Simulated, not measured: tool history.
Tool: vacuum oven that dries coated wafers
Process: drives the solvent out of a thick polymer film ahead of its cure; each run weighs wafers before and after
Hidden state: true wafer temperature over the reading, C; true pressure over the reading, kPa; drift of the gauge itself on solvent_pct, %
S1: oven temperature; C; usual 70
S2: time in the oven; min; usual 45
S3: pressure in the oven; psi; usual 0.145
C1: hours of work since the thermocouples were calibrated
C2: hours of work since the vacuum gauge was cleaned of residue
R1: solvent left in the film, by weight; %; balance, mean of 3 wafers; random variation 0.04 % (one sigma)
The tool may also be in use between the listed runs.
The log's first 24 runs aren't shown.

run	hour	S1	S2	S3	C1	C2	R1
25	1200.3	78	31	0.373	1076	1359	4.01
26	1249	66	31	0.244	1102	1385	7.19
27	1315.1	66	24	0.244	1138	1421	8.91
28	1378.6	66	24	0.244	1172	1455	8.88
# hour 1404.9: vacuum gauge cleaned of residue and calibrated
29	1412.1	66	24	0.244	1189	4	8.86
30	1453.8	66	24	0.244	1212	26	8.76
31	1496.1	70	46	0.418	1235	49	3.84
32	1554.7	70	46	0.418	1267	81	3.83
33	1596.2	72	61	0.081	1289	104	1.64
34	1627.5	72	24	0.081	1306	121	6.89
35	1692	82	43	0.099	1341	156	1.35
36	1741.4	82	56	0.099	1368	182	0.66
37	1773.3	59	33	0.132	1385	200	8.58
38	1813	70	67	0.102	1407	221	1.62
39	1883.9	70	25	0.496	1445	259	7.66
40	1935.7	61	52	0.496	1473	288	5.89
41	1970.6	61	52	0.496	1492	306	5.82

Forecast each of these 3 alternatives for the next run:
A	2016.7	58	50	0.12	1517	331	?
B	2016.7	61	24	0.094	1517	331	?
C	2016.7	61	25	0.496	1517	331	?

run	R1
A	6.25
B	10.01
C	10.31
Without the tool's hidden state the same runs would have given:
run	R1
A	6.61
B	10.34
C	10.67
